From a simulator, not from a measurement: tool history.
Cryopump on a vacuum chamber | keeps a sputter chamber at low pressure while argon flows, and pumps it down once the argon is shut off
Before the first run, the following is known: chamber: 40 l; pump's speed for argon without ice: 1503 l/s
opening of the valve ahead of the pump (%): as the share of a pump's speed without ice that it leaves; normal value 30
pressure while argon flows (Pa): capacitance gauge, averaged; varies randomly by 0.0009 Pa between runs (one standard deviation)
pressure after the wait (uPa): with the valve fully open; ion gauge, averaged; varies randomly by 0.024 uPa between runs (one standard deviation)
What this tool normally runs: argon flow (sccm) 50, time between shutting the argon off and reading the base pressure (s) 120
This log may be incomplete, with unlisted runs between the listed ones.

| run | day | argon flow (sccm) | time between shutting the argon off and reading the base pressure (s) | opening of the valve ahead of the pump (%) | pressure while argon flows (Pa) | pressure after the wait (uPa) |
|---|---|---|---|---|---|---|
| 1 | 0 | 50 | 120 | 30 | 0.1888 | 1.58 |
| 2 | 2.146 | 50 | 120 | 30 | 0.1879 | 1.57 |
| 3 | 3.592 | 50 | 120 | 30 | 0.189 | 1.58 |
| 4 | 4.967 | 50 | 120 | 30 | 0.1908 | 1.62 |
| 5 | 6.054 | 50 | 120 | 30 | 0.1911 | 1.61 |
| 6 | 7.958 | 50 | 120 | 30 | 0.1898 | 1.66 |
| 7 | 10.054 | 50 | 120 | 30 | 0.19 | 1.7 |
| 8 | 11.888 | 50 | 120 | 30 | 0.1912 | 1.69 |
| 9 | 12.967 | 50 | 120 | 30 | 0.1929 | 1.75 |
| 10 | 14.225 | 50 | 120 | 30 | 0.1918 | 1.74 |
| 11 | 15.738 | 31 | 120 | 30 | 0.1208 | 1.83 |
| 12 | 17.808 | 50 | 204 | 30 | 0.1943 | 1.52 |
| 13 | 18.896 | 50 | 204 | 30 | 0.1945 | 1.59 |
| 14 | 20.329 | 50 | 120 | 30 | 0.1961 | 1.9 |
| 15 | 22.417 | 50 | 120 | 30 | 0.1955 | 1.89 |
| 16 | 23.883 | 85 | 120 | 30 | 0.3351 | 1.84 |
| 17 | 25.762 | 85 | 120 | 30 | 0.3339 | 1.92 |
| 18 | 26.829 | 24 | 24 | 53 | 0.0546 | 4.51 |
| 19 | 28.362 | 47 | 29 | 19 | 0.2873 | 3.93 |
| 20 | 29.612 | 24 | 214 | 28 | 0.1012 | 1.68 |
| 21 | 31.629 | 37 | 214 | 16 | 0.2687 | 1.81 |
| 22 | 32.817 | 50 | 27 | 48 | 0.1288 | 4.3 |
| 23 | 34.229 | 22 | 213 | 48 | 0.0559 | 1.83 |
| 24 | 35.371 | 67 | 120 | 30 | 0.2662 | 2.22 |
| 25 | 36.838 | 50 | 120 | 23 | 0.2594 | 2.12 |
| 26 | 37.983 | 58 | 120 | 19 | 0.3587 | 2.22 |
| 27 | 39.962 | 50 | 26 | 57 | 0.113 | 4.55 |
| 28 | 41.033 | 32 | 24 | 53 | 0.0779 | 4.83 |
| 29 | 42.825 | 86 | 67 | 53 | 0.209 | 2.8 |
| 30 | 44.792 | 86 | 209 | 19 | 0.5357 | 2.01 |
| 31 | 45.888 | 68 | 86 | 47 | 0.1846 | 2.64 |
| 32 | 47.238 | 68 | 248 | 23 | 0.3555 | 2.02 |
| 33 | 49.179 | 68 | 248 | 23 | 0.3597 | 2.1 |
| 34 | 50.275 | 22 | 263 | 27 | 0.0997 | 2.1 |

Branching from run 34: 4 alternative next runs. What would each branch give?
| A | 52.254 | 82 | 23 | 39 | ? | ? |
| B | 52.254 | 89 | 41 | 30 | ? | ? |
| C | 52.254 | 50 | 36 | 30 | ? | ? |
| D | 52.254 | 50 | 120 | 19 | ? | ? |

| run | pressure while argon flows (Pa) | pressure after the wait (uPa) |
|---|---|---|
| A | 0.2696 | 5.14 |
| B | 0.3691 | 3.61 |
| C | 0.2061 | 3.98 |
| D | 0.3166 | 2.5 |
What these runs would have given with no unlogged condition in the tool:
| run | pressure while argon flows (Pa) | pressure after the wait (uPa) |
|---|---|---|
| A | 0.2376 | 3.49 |
| B | 0.3344 | 2 |
| C | 0.1868 | 2.31 |
| D | 0.2972 | 0.82 |

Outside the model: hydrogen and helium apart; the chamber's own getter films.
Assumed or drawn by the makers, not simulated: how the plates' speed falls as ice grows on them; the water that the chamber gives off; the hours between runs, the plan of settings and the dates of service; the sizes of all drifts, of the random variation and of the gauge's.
